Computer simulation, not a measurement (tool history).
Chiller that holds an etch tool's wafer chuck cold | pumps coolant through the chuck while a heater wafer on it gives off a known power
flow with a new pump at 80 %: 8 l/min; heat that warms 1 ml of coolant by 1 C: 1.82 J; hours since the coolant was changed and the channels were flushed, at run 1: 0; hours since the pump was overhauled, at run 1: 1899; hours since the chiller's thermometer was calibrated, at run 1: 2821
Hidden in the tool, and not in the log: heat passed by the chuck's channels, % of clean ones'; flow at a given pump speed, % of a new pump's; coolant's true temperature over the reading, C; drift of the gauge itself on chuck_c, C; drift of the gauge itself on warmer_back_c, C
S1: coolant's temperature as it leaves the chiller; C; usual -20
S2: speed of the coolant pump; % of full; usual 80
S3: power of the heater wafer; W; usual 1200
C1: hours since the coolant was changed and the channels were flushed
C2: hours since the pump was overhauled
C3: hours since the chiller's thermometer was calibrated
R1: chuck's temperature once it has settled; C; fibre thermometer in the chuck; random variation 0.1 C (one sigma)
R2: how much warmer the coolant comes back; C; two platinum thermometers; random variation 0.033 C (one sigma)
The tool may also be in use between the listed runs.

Run 1, hour 0.0: usual settings; C1 0; C2 1899; C3 2821. Result: R1 -8.3 C, R2 5.04 C.
Run 2, hour 86.1: usual settings; C1 86; C2 1985; C3 2907. Result: R1 -8.2 C, R2 5.05 C.
Run 3, hour 148.0: usual settings; C1 148; C2 2047; C3 2969. Result: R1 -8.2 C, R2 5.10 C.
At hour 271.3: chiller's thermometer calibrated.
Run 4, hour 278.1: usual settings; C1 277; C2 2176; C3 7. Result: R1 -8.5 C, R2 5.10 C.
Run 5, hour 415.9: usual settings; C1 415; C2 2314; C3 145. Result: R1 -8.7 C, R2 5.05 C.
Run 6, hour 478.6: usual settings but S3 747 W; C1 478; C2 2377; C3 207. Result: R1 -12.8 C, R2 3.23 C.
Run 7, hour 542.8: usual settings but S3 747 W; C1 542; C2 2441; C3 271. Result: R1 -12.8 C, R2 3.14 C.
Run 8, hour 631.1: usual settings but S2 82 % of full; C1 630; C2 2529; C3 360. Result: R1 -8.7 C, R2 5.03 C.
Run 9, hour 688.1: usual settings but S2 82 % of full; C1 687; C2 2586; C3 417. Result: R1 -8.5 C, R2 4.99 C.
Run 10, hour 818.6: usual settings but S2 82 % of full; C1 818; C2 2717; C3 547. Result: R1 -8.5 C, R2 5.00 C.
Run 11, hour 884.6: usual settings; C1 884; C2 2783; C3 613. Result: R1 -8.2 C, R2 5.11 C.
Run 12, hour 1005.4: usual settings; C1 1004; C2 2903; C3 734. Result: R1 -8.2 C, R2 5.19 C.
Run 13, hour 1123.6: usual settings; C1 1123; C2 3022; C3 852. Result: R1 -8.1 C, R2 5.13 C.
Run 14, hour 1227.7: usual settings; C1 1227; C2 3126; C3 956. Result: R1 -8.1 C, R2 5.19 C.
At hour 1243.6: coolant pump overhauled.
Run 15, hour 1317.5: usual settings; C1 1312; C2 74; C3 1041. Result: R1 -7.9 C, R2 5.16 C.
Run 16, hour 1452.9: usual settings; C1 1447; C2 209; C3 1177. Result: R1 -7.8 C, R2 5.26 C.
Run 17, hour 1590.3: usual settings but S1 -21 C, S2 65 % of full, S3 1487 W; C1 1584; C2 347; C3 1314. Result: R1 -2.7 C, R2 8.08 C.
Run 18, hour 1685.5: usual settings but S1 -17 C, S2 95 % of full; C1 1679; C2 442; C3 1409. Result: R1 -6.6 C, R2 4.41 C.
Run 19, hour 1808.5: usual settings but S1 -17 C, S2 95 % of full; C1 1803; C2 565; C3 1532. Result: R1 -6.3 C, R2 4.45 C.
Run 20, hour 1918.1: usual settings but S1 -17 C, S2 95 % of full; C1 1912; C2 674; C3 1642. Result: R1 -6.4 C, R2 4.49 C.
Run 21, hour 2037.7: usual settings but S1 -17 C, S2 95 % of full; C1 2032; C2 794; C3 1761. Result: R1 -6.2 C, R2 4.46 C.
At hour 2065.1: coolant pump overhauled, once more.
Run 22, hour 2177.8: usual settings but S1 -16 C, S2 69 % of full, S3 1087 W; C1 2167; C2 113; C3 1896. Result: R1 -3.6 C, R2 5.25 C.
Run 23, hour 2248.5: usual settings but S1 -16 C, S2 69 % of full, S3 1087 W; C1 2238; C2 183; C3 1967. Result: R1 -3.4 C, R2 5.29 C.
Run 24, hour 2345.9: usual settings but S1 -12 C, S2 60 % of full, S3 1087 W; C1 2335; C2 281; C3 2065. Result: R1 2.2 C, R2 6.02 C.
Run 25, hour 2453.9: usual settings but S1 -12 C, S2 82 % of full, S3 1087 W; C1 2443; C2 389; C3 2173. Result: R1 -1.0 C, R2 4.43 C.
Run 26, hour 2556.8: usual settings but S1 -12 C, S2 82 % of full, S3 1087 W; C1 2546; C2 492; C3 2276. Result: R1 -1.2 C, R2 4.48 C.
Run 27, hour 2622.2: usual settings but S1 -12 C, S2 82 % of full, S3 1087 W; C1 2611; C2 557; C3 2341. Result: R1 -1.1 C, R2 4.41 C.
Run 28, hour 2754.0: usual settings but S1 -19 C, S2 79 % of full, S3 868 W; C1 2743; C2 689; C3 2473. Result: R1 -9.9 C, R2 3.68 C.
Run 29, hour 2869.6: usual settings but S1 -19 C, S2 79 % of full, S3 868 W; C1 2859; C2 804; C3 2588. Result: R1 -9.9 C, R2 3.69 C.
Run 30, hour 3003.8: usual settings but S1 -29 C, S2 79 % of full, S3 868 W; C1 2993; C2 939; C3 2723. Result: R1 -19.7 C, R2 3.72 C.
Run 31, hour 3090.6: usual settings but S1 -27 C, S2 85 % of full, S3 685 W; C1 3080; C2 1026; C3 2809. Result: R1 -20.1 C, R2 2.70 C.

Forecast each of these 4 alternatives for the next run:
Run A, hour 3158.8: usual settings but S1 -19 C, S2 88 % of full, S3 1081 W; C1 3148; C2 1094; C3 2878. Result: R1 ?, R2 ?.
Run B, hour 3158.8: usual settings but S1 -30 C, S2 76 % of full, S3 730 W; C1 3148; C2 1094; C3 2878. Result: R1 ?, R2 ?.
Run C, hour 3158.8: usual settings but S1 -24 C, S2 85 % of full, S3 1116 W; C1 3148; C2 1094; C3 2878. Result: R1 ?, R2 ?.
Run D, hour 3158.8: usual settings but S1 -18 C, S2 86 % of full, S3 771 W; C1 3148; C2 1094; C3 2878. Result: R1 ?, R2 ?.

run     R1    R2
  A   -8.6  4.12
  B  -21.8  3.27
  C  -13.1  4.42
  D  -10.4  3.02
Without the tool's hidden state the same runs would have given:
run     R1    R2
  A  -10.0  4.05
  B  -22.9  3.21
  C  -14.5  4.34
  D  -11.5  2.97

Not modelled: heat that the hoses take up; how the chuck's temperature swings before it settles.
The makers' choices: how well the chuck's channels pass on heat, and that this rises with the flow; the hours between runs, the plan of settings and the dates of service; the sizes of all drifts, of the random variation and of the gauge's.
